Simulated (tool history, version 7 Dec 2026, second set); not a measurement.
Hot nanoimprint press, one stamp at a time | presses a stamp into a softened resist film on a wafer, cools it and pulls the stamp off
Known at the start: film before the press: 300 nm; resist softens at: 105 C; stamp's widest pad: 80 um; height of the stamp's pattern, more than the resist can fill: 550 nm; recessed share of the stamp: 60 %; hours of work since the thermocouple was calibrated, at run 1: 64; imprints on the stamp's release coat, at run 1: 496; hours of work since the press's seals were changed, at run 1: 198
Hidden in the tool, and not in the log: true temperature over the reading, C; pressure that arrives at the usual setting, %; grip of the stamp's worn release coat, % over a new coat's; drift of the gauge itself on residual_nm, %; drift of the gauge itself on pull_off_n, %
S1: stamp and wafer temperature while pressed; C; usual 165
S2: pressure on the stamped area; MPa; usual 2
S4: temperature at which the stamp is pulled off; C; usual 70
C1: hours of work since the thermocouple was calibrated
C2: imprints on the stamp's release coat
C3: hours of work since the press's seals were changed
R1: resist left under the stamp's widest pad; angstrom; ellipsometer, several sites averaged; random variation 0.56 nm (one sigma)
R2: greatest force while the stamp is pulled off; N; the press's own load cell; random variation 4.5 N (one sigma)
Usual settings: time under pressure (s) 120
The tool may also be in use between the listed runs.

run 1 day=0 | S1=165 S2=2 time_under_pressure_(s)=120 S4=70 | C1=64 C2=496 C3=198 | R1=1382 R2=215
run 2 day=0.25 | S1=165 S2=2 time_under_pressure_(s)=120 S4=70 | C1=68 C2=524 C3=202 | R1=1381 R2=222
run 3 day=0.662 | S1=165 S2=2 time_under_pressure_(s)=120 S4=70 | C1=74 C2=570 C3=208 | R1=1379 R2=222
run 4 day=0.942 | S1=165 S2=2 time_under_pressure_(s)=120 S4=70 | C1=78 C2=601 C3=212 | R1=1387 R2=213
run 5 day=1.512 | S1=165 S2=2 time_under_pressure_(s)=120 S4=70 | C1=86 C2=664 C3=220 | R1=1387 R2=215
run 6 day=1.925 | S1=165 S2=2 time_under_pressure_(s)=120 S4=70 | C1=92 C2=710 C3=226 | R1=1380 R2=218
run 7 day=2.188 | S1=165 S2=2 time_under_pressure_(s)=120 S4=58 | C1=96 C2=739 C3=230 | R1=1379 R2=258
run 8 day=2.629 | S1=165 S2=2 time_under_pressure_(s)=120 S4=58 | C1=102 C2=788 C3=236 | R1=1370 R2=261
run 9 day=2.879 | S1=165 S2=2 time_under_pressure_(s)=120 S4=58 | C1=106 C2=815 C3=240 | R1=1389 R2=258
run 10 day=3.321 | S1=165 S2=2 time_under_pressure_(s)=120 S4=58 | C1=112 C2=865 C3=246 | R1=1383 R2=252
run 11 day=3.7 | S1=165 S2=2 time_under_pressure_(s)=120 S4=58 | C1=118 C2=907 C3=252 | R1=1381 R2=262
run 12 day=4.083 | S1=165 S2=2 time_under_pressure_(s)=120 S4=58 | C1=123 C2=949 C3=257 | R1=1386 R2=248
run 13 day=4.408 | S1=165 S2=2 time_under_pressure_(s)=120 S4=70 | C1=128 C2=985 C3=262 | R1=1372 R2=214
run 14 day=4.7 | S1=165 S2=2 time_under_pressure_(s)=151 S4=70 | C1=132 C2=1018 C3=266 | R1=1270 R2=219
run 15 day=5.05 | S1=165 S2=2 time_under_pressure_(s)=151 S4=70 | C1=137 C2=1056 C3=271 | R1=1275 R2=226
run 16 day=5.388 | S1=165 S2=2 time_under_pressure_(s)=120 S4=70 | C1=142 C2=1094 C3=276 | R1=1377 R2=223
run 17 day=5.683 | S1=165 S2=2 time_under_pressure_(s)=120 S4=70 | C1=146 C2=1127 C3=280 | R1=1385 R2=228
run 18 day=6.15 | S1=166 S2=2.02 time_under_pressure_(s)=115 S4=59 | C1=153 C2=1178 C3=287 | R1=1347 R2=259
run 19 day=6.412 | S1=154 S2=1.57 time_under_pressure_(s)=120 S4=70 | C1=157 C2=1207 C3=291 | R1=2103 R2=222
run 20 day=6.692 | S1=165 S2=2.51 time_under_pressure_(s)=120 S4=77 | C1=161 C2=1238 C3=295 | R1=1231 R2=203
run 21 day=7.108 | S1=165 S2=2.51 time_under_pressure_(s)=120 S4=77 | C1=167 C2=1285 C3=301 | R1=1235 R2=201
run 22 day=7.512 | S1=165 S2=1.61 time_under_pressure_(s)=120 S4=61 | C1=172 C2=1329 C3=306 | R1=1531 R2=243
run 23 day=7.896 | S1=165 S2=1.61 time_under_pressure_(s)=120 S4=61 | C1=178 C2=1372 C3=312 | R1=1526 R2=253
run 24 day=8.396 | S1=165 S2=1.61 time_under_pressure_(s)=120 S4=61 | C1=185 C2=1427 C3=319 | R1=1538 R2=244
run 25 day=8.671 | S1=169 S2=1.33 time_under_pressure_(s)=120 S4=61 | C1=189 C2=1458 C3=323 | R1=1494 R2=250
run 26 day=9.225 | S1=169 S2=1.98 time_under_pressure_(s)=77 S4=70 | C1=197 C2=1519 C3=331 | R1=1445 R2=219
run 27 day=9.796 | S1=169 S2=1.98 time_under_pressure_(s)=77 S4=70 | C1=205 C2=1582 C3=339 | R1=1433 R2=219
run 28 day=10.171 | S1=169 S2=1.98 time_under_pressure_(s)=77 S4=70 | C1=211 C2=1624 C3=345 | R1=1436 R2=213
run 29 day=10.733 | S1=155 S2=2 time_under_pressure_(s)=120 S4=61 | C1=219 C2=1686 C3=353 | R1=1876 R2=249
run 30 day=11.004 | S1=155 S2=2.65 time_under_pressure_(s)=120 S4=61 | C1=223 C2=1717 C3=357 | R1=1669 R2=251
run 31 day=11.525 | S1=155 S2=2.65 time_under_pressure_(s)=120 S4=61 | C1=230 C2=1774 C3=364 | R1=1668 R2=246

Forecast each of these 3 alternatives for the next run:
run A day=11.796 | S1=155 S2=2.44 time_under_pressure_(s)=120 S4=61 | C1=234 C2=1804 C3=368 | R1=? R2=?
run B day=11.796 | S1=155 S2=1.74 time_under_pressure_(s)=120 S4=75 | C1=234 C2=1804 C3=368 | R1=? R2=?
run C day=11.796 | S1=165 S2=2 time_under_pressure_(s)=120 S4=64 | C1=234 C2=1804 C3=368 | R1=? R2=?

run=A R1=1750 R2=245
run=B R1=1979 R2=208
run=C R1=1391 R2=236
Without the tool's hidden state the same runs would have given:
run=A R1=1749 R2=243
run=B R1=1978 R2=207
run=C R1=1390 R2=234

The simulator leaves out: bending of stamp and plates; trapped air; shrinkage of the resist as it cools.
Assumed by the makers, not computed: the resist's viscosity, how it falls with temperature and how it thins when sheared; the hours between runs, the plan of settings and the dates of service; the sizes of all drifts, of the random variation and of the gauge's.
